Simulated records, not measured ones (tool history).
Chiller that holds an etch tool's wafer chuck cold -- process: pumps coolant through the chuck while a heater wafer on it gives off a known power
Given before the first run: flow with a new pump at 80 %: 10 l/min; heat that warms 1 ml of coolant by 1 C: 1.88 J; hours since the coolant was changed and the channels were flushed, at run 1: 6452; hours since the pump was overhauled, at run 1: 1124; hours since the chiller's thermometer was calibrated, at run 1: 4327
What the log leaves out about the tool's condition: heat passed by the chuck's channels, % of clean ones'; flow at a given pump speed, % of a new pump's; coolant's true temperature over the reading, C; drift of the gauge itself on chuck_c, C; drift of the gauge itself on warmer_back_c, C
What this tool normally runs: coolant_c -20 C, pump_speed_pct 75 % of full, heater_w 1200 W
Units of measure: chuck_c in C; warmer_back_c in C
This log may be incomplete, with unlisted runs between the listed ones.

run    hour  coolant_c  pump_speed_pct  heater_w  hours since the coolant was changed and the channels were flushed  hours since the pump was overhauled  hours since the chiller's thermometer was calibrated  chuck_c  warmer_back_c
  1       0        -20              75      1200                                                               6452                                 1124                                                  4327     -9.6           4.13
  2    61.5        -20              75      1200                                                               6513                                 1185                                                  4388     -9.6           4.15
  3   110.9        -20              75      1200                                                               6563                                 1235                                                  4438     -9.5            4.2
  4   154.3        -20              75      1200                                                               6606                                 1278                                                  4481     -9.5           4.15
  5   198.4        -20              75      1200                                                               6650                                 1322                                                  4525     -9.6            4.2
  6   253.7        -20              75      1200                                                               6705                                 1377                                                  4580     -9.5           4.18
  7   294.5        -20              75      1200                                                               6746                                 1418                                                  4621     -9.5           4.15
  8   346.6        -20              75      1200                                                               6798                                 1470                                                  4673     -9.5            4.2
  9   399.8        -20              75      1200                                                               6852                                 1524                                                  4726     -9.4           4.28
      437.6  -- chiller's thermometer calibrated
 10   438.6        -20              75      1200                                                               6889                                 1561                                                     1     -9.6           4.23
 11   503.8        -20              75       719                                                               6955                                 1627                                                    66    -13.8           2.63
 12   560.4        -20              75       719                                                               7011                                 1683                                                   123    -13.9           2.61
 13   624.7        -20              75      1200                                                               7076                                 1748                                                   187     -9.4           4.37
 14   674.8        -21              77      1642                                                               7126                                 1798                                                   237     -7.2           5.66
 15   740.1        -27              86       641                                                               7191                                 1863                                                   302      -22           2.05
 16   801.4        -27              86       641                                                               7252                                 1924                                                   364    -22.1           2.13
 17     839        -14              86      1313                                                               7290                                 1962                                                   401     -4.2           4.08
 18   894.4        -14              86      1313                                                               7345                                 2017                                                   457       -4           4.15
 19   958.1        -18              71      1669                                                               7409                                 2081                                                   521     -2.6           6.35
 20   996.9        -20              75       712                                                               7448                                 2120                                                   559    -13.7            2.7
 21  1048.7        -20              75       712                                                               7499                                 2171                                                   611    -13.7           2.68
     1109.3  -- coolant changed, channels flushed
 22  1121.9        -14              75      1200                                                                 13                                 2239                                                   678     -3.4           4.36
 23  1185.3        -13              76      1200                                                                 76                                 2302                                                   742     -2.7           4.38
 24  1240.6        -13              76       726                                                                131                                 2357                                                   797     -6.9           2.81
 25  1282.6        -13              76       726                                                                173                                 2399                                                   839     -6.8           2.84
 26  1315.2        -25              75      1636                                                                206                                 2432                                                   872    -10.7           6.07

3 ways to go on from here, each from the tool as it stands after run 26. What would each give?
  A  1368.5        -29              79       770                                                                259                                 2485                                                   925        ?              ?
  B  1368.5        -15              75       706                                                                259                                 2485                                                   925        ?              ?
  C  1368.5        -23              85      1068                                                                259                                 2485                                                   925        ?              ?

run  chuck_c  warmer_back_c
  A    -22.5           2.84
  B     -9.2           2.79
  C    -14.7           3.58
With the hidden condition removed and each run's random variation left untouched, the same runs would have given:
run  chuck_c  warmer_back_c
  A    -22.5           2.46
  B     -9.2           2.42
  C    -14.7            3.2
